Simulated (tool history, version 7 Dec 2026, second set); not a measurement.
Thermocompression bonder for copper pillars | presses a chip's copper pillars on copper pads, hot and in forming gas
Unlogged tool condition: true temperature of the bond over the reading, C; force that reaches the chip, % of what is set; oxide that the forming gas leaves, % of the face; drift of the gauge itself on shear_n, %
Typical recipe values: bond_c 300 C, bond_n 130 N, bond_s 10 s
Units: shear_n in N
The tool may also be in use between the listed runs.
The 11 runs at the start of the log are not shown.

run,hour,bond_c,bond_n,bond_s,hours of work since the heater was calibrated,hours of work since the force cell was calibrated,hours of work since the gas filter was changed,shear_n
12,147.6,300,135,10,603,232,79,45.9
13,162.3,300,135,10,610,238,86,45.7
14,173.3,300,135,10,615,243,91,46
15,185.9,300,135,10,621,249,97,46.1
16,196.7,281,130,10,626,254,102,36.8
17,213.9,300,130,17,634,262,110,53.3
18,230.1,300,130,17,641,270,117,53.6
19,248.3,300,130,17,650,278,126,53.3
20,256.4,323,149,16,654,282,130,68.1
21,271.2,323,149,16,661,289,136,68.1
22,281.5,305,109,6,665,294,141,31.4
23,291.2,300,100,10,670,298,146,33.3
24,303.1,300,145,22,675,304,151,63.4
25,318.5,300,120,20,683,311,158,52.7
26,326.9,291,175,18,686,315,162,65
# hour 329.6: forming gas filter changed
27,342.3,321,130,10,693,322,6,52
28,355.3,321,130,10,699,328,12,52.2
29,373.8,318,168,18,708,336,21,74.1
30,382.4,300,153,10,712,340,25,51.9
31,400.6,300,153,10,720,349,33,51.4
32,419.9,300,130,7,729,358,42,38.6
33,431.9,303,111,7,735,363,48,33.3

Predict each of these 3 candidate next runs independently; none follows another, all start after run 33:
A,449.9,300,153,6,743,372,56,?
B,449.9,323,175,7,743,372,56,?
C,449.9,284,142,5,743,372,56,?

run,shear_n
A,42.7
B,60.7
C,31.5
Had the tool no hidden state, the same runs would have come out as:
run,shear_n
A,42.6
B,60.6
C,31.4
